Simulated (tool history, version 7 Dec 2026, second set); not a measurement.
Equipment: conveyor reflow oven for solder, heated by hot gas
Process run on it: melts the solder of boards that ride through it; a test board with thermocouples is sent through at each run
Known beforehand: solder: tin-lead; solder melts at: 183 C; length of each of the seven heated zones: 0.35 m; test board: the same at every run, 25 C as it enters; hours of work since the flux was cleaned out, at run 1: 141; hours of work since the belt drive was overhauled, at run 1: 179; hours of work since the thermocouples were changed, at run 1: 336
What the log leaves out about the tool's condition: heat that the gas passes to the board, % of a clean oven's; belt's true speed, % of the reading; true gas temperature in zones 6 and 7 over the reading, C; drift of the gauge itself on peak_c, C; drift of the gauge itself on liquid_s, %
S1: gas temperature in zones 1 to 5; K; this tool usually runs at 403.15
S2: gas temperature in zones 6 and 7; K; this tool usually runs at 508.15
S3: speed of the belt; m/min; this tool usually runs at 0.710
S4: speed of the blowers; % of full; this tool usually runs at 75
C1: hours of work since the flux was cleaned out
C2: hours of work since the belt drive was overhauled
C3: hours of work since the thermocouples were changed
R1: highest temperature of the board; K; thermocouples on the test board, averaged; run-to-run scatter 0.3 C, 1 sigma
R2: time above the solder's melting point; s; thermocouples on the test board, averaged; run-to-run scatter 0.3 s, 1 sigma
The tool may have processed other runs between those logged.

run	hour	S1	S2	S3	S4	C1	C2	C3	R1	R2
1	0.0	403.15	508.15	0.710	75	141	179	336	484.25	37.2
2	11.0	403.15	508.15	0.710	75	145	184	341	483.55	36.7
3	21.5	391.15	508.15	0.710	75	150	189	345	481.25	31.7
4	28.9	403.15	508.15	0.710	75	153	192	348	484.75	37.1
5	34.4	403.15	508.15	0.710	75	155	194	351	483.95	36.7
6	44.4	403.15	508.15	0.710	75	159	198	355	484.45	36.8
7	50.4	403.15	513.15	0.710	75	162	201	358	488.45	39.7
8	61.3	403.15	521.15	0.710	75	167	206	362	494.35	44.2
9	68.5	403.15	521.15	0.710	75	170	209	365	494.05	43.7
10	73.1	403.15	521.15	0.710	75	172	211	367	494.75	43.8
11	83.8	403.15	521.15	0.710	75	176	215	372	494.05	43.5
12	91.3	403.15	521.15	0.710	75	179	218	375	494.05	43.7
13	101.5	403.15	521.15	0.710	75	184	223	379	494.25	43.5
14	105.9	403.15	521.15	0.710	75	186	224	381	493.95	43.4
15	115.1	403.15	508.15	0.710	72	189	228	385	482.45	35.8
16	120.4	394.15	508.15	0.710	75	192	231	387	481.85	33.6
17	129.9	403.15	504.15	0.613	82	196	235	391	488.45	47.8
18	136.2	403.15	504.15	0.613	82	198	237	394	488.05	47.5
19	142.0	410.15	507.15	0.766	69	201	240	396	478.85	31.6
20	147.4	403.15	508.15	0.735	66	203	242	399	478.65	30.3
21	153.9	397.15	508.15	0.710	61	206	245	401	475.75	27.1
22	162.3	397.15	508.15	0.710	61	210	248	405	475.25	27.2
23	173.2	397.15	508.15	0.710	61	214	253	410	475.05	27.6
24	178.3	397.15	508.15	0.710	61	216	255	412	475.15	27.2

The next listed run, before its measurement:
25	185.0	397.15	516.15	0.710	61	219	258	415	?	?

{"run 25": {"R1": 481.65, "R2": 33.2}}
Were there no unlogged condition in the tool, this run, its random variation unchanged, would have produced R1 482.75 K, R2 34.2 s.

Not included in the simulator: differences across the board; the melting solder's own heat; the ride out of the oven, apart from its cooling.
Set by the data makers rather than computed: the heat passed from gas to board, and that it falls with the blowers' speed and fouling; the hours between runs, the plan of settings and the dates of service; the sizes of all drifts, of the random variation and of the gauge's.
